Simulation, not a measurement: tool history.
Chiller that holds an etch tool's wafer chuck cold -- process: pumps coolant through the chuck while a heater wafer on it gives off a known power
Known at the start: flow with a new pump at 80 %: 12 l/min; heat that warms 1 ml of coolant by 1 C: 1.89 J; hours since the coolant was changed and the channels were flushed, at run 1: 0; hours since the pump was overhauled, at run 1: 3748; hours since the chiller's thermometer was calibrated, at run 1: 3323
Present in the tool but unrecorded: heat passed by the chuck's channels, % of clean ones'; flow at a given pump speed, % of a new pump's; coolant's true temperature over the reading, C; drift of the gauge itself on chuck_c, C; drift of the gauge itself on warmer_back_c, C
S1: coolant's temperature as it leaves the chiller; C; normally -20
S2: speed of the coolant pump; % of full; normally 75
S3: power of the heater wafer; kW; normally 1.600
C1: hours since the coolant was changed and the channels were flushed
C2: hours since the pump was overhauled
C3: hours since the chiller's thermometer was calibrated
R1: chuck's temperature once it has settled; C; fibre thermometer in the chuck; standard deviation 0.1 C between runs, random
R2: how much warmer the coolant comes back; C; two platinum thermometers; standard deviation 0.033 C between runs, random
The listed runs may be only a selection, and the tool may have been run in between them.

{"run": 1, "hour": 0.0, "S1": -20, "S2": 75, "S3": 1.6, "C1": 0, "C2": 3748, "C3": 3323, "R1": -4.1, "R2": 4.97}
{"run": 2, "hour": 78.3, "S1": -20, "S2": 75, "S3": 1.6, "C1": 78, "C2": 3826, "C3": 3401, "R1": -4.4, "R2": 5.02}
{"run": 3, "hour": 139.0, "S1": -20, "S2": 75, "S3": 1.6, "C1": 139, "C2": 3887, "C3": 3462, "R1": -4.0, "R2": 5.0}
{"run": 4, "hour": 194.6, "S1": -20, "S2": 75, "S3": 1.6, "C1": 195, "C2": 3942, "C3": 3518, "R1": -4.2, "R2": 4.99}
{"run": 5, "hour": 271.2, "S1": -20, "S2": 75, "S3": 1.6, "C1": 271, "C2": 4019, "C3": 3594, "R1": -4.2, "R2": 4.97}
{"run": 6, "hour": 317.3, "S1": -20, "S2": 75, "S3": 1.6, "C1": 317, "C2": 4065, "C3": 3640, "R1": -4.2, "R2": 5.06}
{"run": 7, "hour": 381.7, "S1": -20, "S2": 75, "S3": 1.6, "C1": 382, "C2": 4129, "C3": 3705, "R1": -4.0, "R2": 4.97}
{"run": 8, "hour": 447.8, "S1": -15, "S2": 75, "S3": 1.6, "C1": 448, "C2": 4196, "C3": 3771, "R1": 0.9, "R2": 5.05}
{"run": 9, "hour": 514.0, "S1": -15, "S2": 75, "S3": 1.6, "C1": 514, "C2": 4262, "C3": 3837, "R1": 1.0, "R2": 5.06}
{"run": 10, "hour": 571.7, "S1": -15, "S2": 75, "S3": 1.6, "C1": 572, "C2": 4319, "C3": 3895, "R1": 0.9, "R2": 5.08}
{"run": 11, "hour": 638.7, "S1": -20, "S2": 77, "S3": 1.6, "C1": 639, "C2": 4387, "C3": 3962, "R1": -4.2, "R2": 4.94}
{"run": 12, "hour": 682.3, "S1": -20, "S2": 77, "S3": 1.404, "C1": 682, "C2": 4430, "C3": 4005, "R1": -6.2, "R2": 4.34}
{"run": 13, "hour": 732.2, "S1": -20, "S2": 77, "S3": 1.404, "C1": 732, "C2": 4480, "C3": 4055, "R1": -6.2, "R2": 4.33}
{"run": 14, "hour": 817.8, "S1": -20, "S2": 77, "S3": 1.404, "C1": 818, "C2": 4566, "C3": 4141, "R1": -6.2, "R2": 4.33}
{"run": 15, "hour": 887.6, "S1": -20, "S2": 75, "S3": 1.6, "C1": 888, "C2": 4635, "C3": 4211, "R1": -3.7, "R2": 5.1}
{"run": 16, "hour": 949.0, "S1": -20, "S2": 75, "S3": 1.6, "C1": 949, "C2": 4697, "C3": 4272, "R1": -3.8, "R2": 5.09}
{"run": 17, "hour": 1005.1, "S1": -19, "S2": 75, "S3": 1.241, "C1": 1005, "C2": 4753, "C3": 4328, "R1": -6.7, "R2": 3.99}
{"run": 18, "hour": 1069.8, "S1": -19, "S2": 79, "S3": 2.074, "C1": 1070, "C2": 4818, "C3": 4393, "R1": 1.5, "R2": 6.33}
{"run": 19, "hour": 1122.1, "S1": -11, "S2": 81, "S3": 2.074, "C1": 1122, "C2": 4870, "C3": 4445, "R1": 9.3, "R2": 6.1}
{"run": 20, "hour": 1186.0, "S1": -23, "S2": 69, "S3": 0.928, "C1": 1186, "C2": 4934, "C3": 4509, "R1": -13.4, "R2": 3.23}
{"run": 21, "hour": 1251.9, "S1": -11, "S2": 75, "S3": 1.6, "C1": 1252, "C2": 5000, "C3": 4575, "R1": 5.4, "R2": 5.15}
{"run": 22, "hour": 1323.1, "S1": -14, "S2": 75, "S3": 1.297, "C1": 1323, "C2": 5071, "C3": 4646, "R1": -0.9, "R2": 4.23}
{"hour": 1335.4, "done": "coolant pump overhauled"}
{"run": 23, "hour": 1406.2, "S1": -24, "S2": 84, "S3": 0.849, "C1": 1401, "C2": 71, "C3": 4724, "R1": -16.0, "R2": 2.52}
{"run": 24, "hour": 1484.4, "S1": -24, "S2": 84, "S3": 0.835, "C1": 1479, "C2": 149, "C3": 4803, "R1": -16.4, "R2": 2.46}
{"run": 25, "hour": 1559.4, "S1": -24, "S2": 84, "S3": 1.097, "C1": 1554, "C2": 224, "C3": 4877, "R1": -13.7, "R2": 3.23}
{"hour": 1614.5, "done": "coolant pump overhauled, once more"}
{"run": 26, "hour": 1643.8, "S1": -29, "S2": 75, "S3": 2.255, "C1": 1634, "C2": 29, "C3": 4957, "R1": -7.5, "R2": 6.39}
{"run": 27, "hour": 1733.6, "S1": -29, "S2": 86, "S3": 1.412, "C1": 1724, "C2": 119, "C3": 5047, "R1": -16.8, "R2": 3.49}
{"run": 28, "hour": 1774.1, "S1": -29, "S2": 86, "S3": 1.412, "C1": 1764, "C2": 160, "C3": 5087, "R1": -16.9, "R2": 3.46}
{"run": 29, "hour": 1862.6, "S1": -29, "S2": 86, "S3": 1.412, "C1": 1853, "C2": 248, "C3": 5176, "R1": -16.7, "R2": 3.5}
{"run": 30, "hour": 1928.7, "S1": -29, "S2": 86, "S3": 1.412, "C1": 1919, "C2": 314, "C3": 5242, "R1": -16.6, "R2": 3.51}
{"run": 31, "hour": 2013.3, "S1": -29, "S2": 86, "S3": 1.412, "C1": 2003, "C2": 399, "C3": 5326, "R1": -16.7, "R2": 3.51}
{"run": 32, "hour": 2060.8, "S1": -23, "S2": 86, "S3": 1.412, "C1": 2051, "C2": 446, "C3": 5374, "R1": -10.6, "R2": 3.52}

Hidden condition of the tool, last listed run before each entry between runs versus first listed run after:
From run 22 to run 23: coolant pump overhauled (hour 1335.4)
  heat passed by the chuck's channels, % of clean ones': 96.7 -> 96.5; flow at a given pump speed, % of a new pump's: 87.6 -> 85.3; coolant's true temperature over the reading, C: -0.72 -> -0.73
  the result without the hidden state subtracted from the measured one, R1: +0.7 -> +0.3 C; R2: +0.52 -> +0.37 C
From run 25 to run 26: coolant pump overhauled, once more (hour 1614.5)
  heat passed by the chuck's channels, % of clean ones': 96.2 -> 96; flow at a given pump speed, % of a new pump's: 85 -> 100.2; coolant's true temperature over the reading, C: -0.75 -> -0.77
  the result without the hidden state subtracted from the measured one, R1: +0.6 -> -0.1 C; R2: +0.49 -> -0.02 C

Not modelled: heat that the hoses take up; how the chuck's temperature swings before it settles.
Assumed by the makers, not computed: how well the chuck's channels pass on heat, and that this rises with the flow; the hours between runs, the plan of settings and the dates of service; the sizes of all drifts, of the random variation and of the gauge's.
